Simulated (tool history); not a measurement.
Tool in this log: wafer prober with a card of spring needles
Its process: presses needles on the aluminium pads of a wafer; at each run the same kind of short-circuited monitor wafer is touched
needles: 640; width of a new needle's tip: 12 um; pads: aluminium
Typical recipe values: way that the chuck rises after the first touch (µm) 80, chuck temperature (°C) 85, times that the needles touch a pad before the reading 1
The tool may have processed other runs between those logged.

run,day,way that the chuck rises after the first touch (µm),chuck temperature (°C),times that the needles touch a pad before the reading,resistance of one needle with its contact and lead (mohm),way that a needle slides on the pad (µm)
1,0,80,85,1,113,21.56
# day 0.304: tips cleaned on abrasive film
2,0.688,81,85,1,112,21.74
# day 0.738: tips cleaned on abrasive film
# day 1.142: tips cleaned on abrasive film
3,1.317,81,85,1,113,21.75
# day 1.571: tips cleaned on abrasive film
4,1.742,81,85,1,113,21.79
# day 2.004: tips cleaned on abrasive film
5,2.388,71,85,1,112,19.12
# day 2.446: tips cleaned on abrasive film
6,2.812,71,85,1,116,19.12
# day 2.858: tips cleaned on abrasive film
# day 3.317: tips cleaned on abrasive film
7,3.388,71,85,1,111,19.18
8,3.7,91,85,1,112,24.59
# day 3.758: tips cleaned on abrasive film
# day 4.171: tips cleaned on abrasive film
9,4.204,91,85,1,111,24.61
# day 4.321: height of the first contact set anew
# day 4.596: tips cleaned on abrasive film
10,4.796,91,85,1,111,24.66
# day 5.008: tips cleaned on abrasive film
11,5.379,80,85,1,113,21.64
# day 5.429: tips cleaned on abrasive film
12,5.712,80,85,3,112,21.59
# day 5.833: tips cleaned on abrasive film
# day 6.25: tips cleaned on abrasive film
13,6.288,80,85,3,112,21.66
# day 6.646: tips cleaned on abrasive film
14,6.679,80,85,3,112,21.7
# day 7.05: tips cleaned on abrasive film
15,7.217,80,85,3,111,21.62
# day 7.454: tips cleaned on abrasive film
16,7.762,80,85,3,115,21.68
# day 7.879: tips cleaned on abrasive film
# day 8.292: tips cleaned on abrasive film
17,8.329,72,80,3,111,19.52
# day 8.721: tips cleaned on abrasive film
18,8.788,72,80,3,111,19.53
19,9.112,85,78,2,112,23.12
# day 9.179: tips cleaned on abrasive film
20,9.562,87,99,2,115,23.68
# day 9.633: tips cleaned on abrasive film
# day 10.038: tips cleaned on abrasive film
21,10.292,90,35,1,107,24.49
# day 10.492: tips cleaned on abrasive film
# day 10.9: tips cleaned on abrasive film
22,11.008,90,92,2,115,24.56
# day 11.321: tips cleaned on abrasive film
23,11.65,93,34,3,104,25.33
# day 11.733: tips cleaned on abrasive film
# day 12.154: tips cleaned on abrasive film
24,12.375,93,34,3,105,25.29
# day 12.558: tips cleaned on abrasive film
# day 12.683: gauge calibrated
# day 12.971: tips cleaned on abrasive film
25,12.971,75,109,2,115,20.22
# day 13.383: tips cleaned on abrasive film
26,13.479,78,119,1,117,21.06
# day 13.779: tips cleaned on abrasive film
# day 14.188: tips cleaned on abrasive film
27,14.188,78,119,1,117,20.95
# day 14.638: tips cleaned on abrasive film
28,14.683,78,119,1,118,21.12
29,15.021,78,119,1,117,21.05
# day 15.062: tips cleaned on abrasive film
# day 15.475: tips cleaned on abrasive film
30,15.621,78,119,1,117,21.05
# day 15.904: tips cleaned on abrasive film
31,16.138,99,53,1,106,26.74
# day 16.321: tips cleaned on abrasive film
32,16.512,99,53,1,107,26.81

Alternative continuations, all from the tool just after run 32; predict every row:
# day 16.771: tips cleaned on abrasive film
# day 17.167: tips cleaned on abrasive film
A,17.183,80,90,2,?,?
# day 16.771: tips cleaned on abrasive film
# day 17.167: tips cleaned on abrasive film
B,17.183,99,104,2,?,?
# day 16.771: tips cleaned on abrasive film
# day 17.167: tips cleaned on abrasive film
C,17.183,85,55,2,?,?
# day 16.771: tips cleaned on abrasive film
# day 17.167: tips cleaned on abrasive film
D,17.183,82,85,2,?,?

run,resistance of one needle with its contact and lead (mohm),way that a needle slides on the pad (µm)
A,112,21.65
B,112,26.73
C,106,23.04
D,109,22.17
Without the tool's unlogged condition, the same runs would have read:
run,resistance of one needle with its contact and lead (mohm),way that a needle slides on the pad (µm)
A,112,21.55
B,112,26.6
C,106,22.93
D,109,22.07
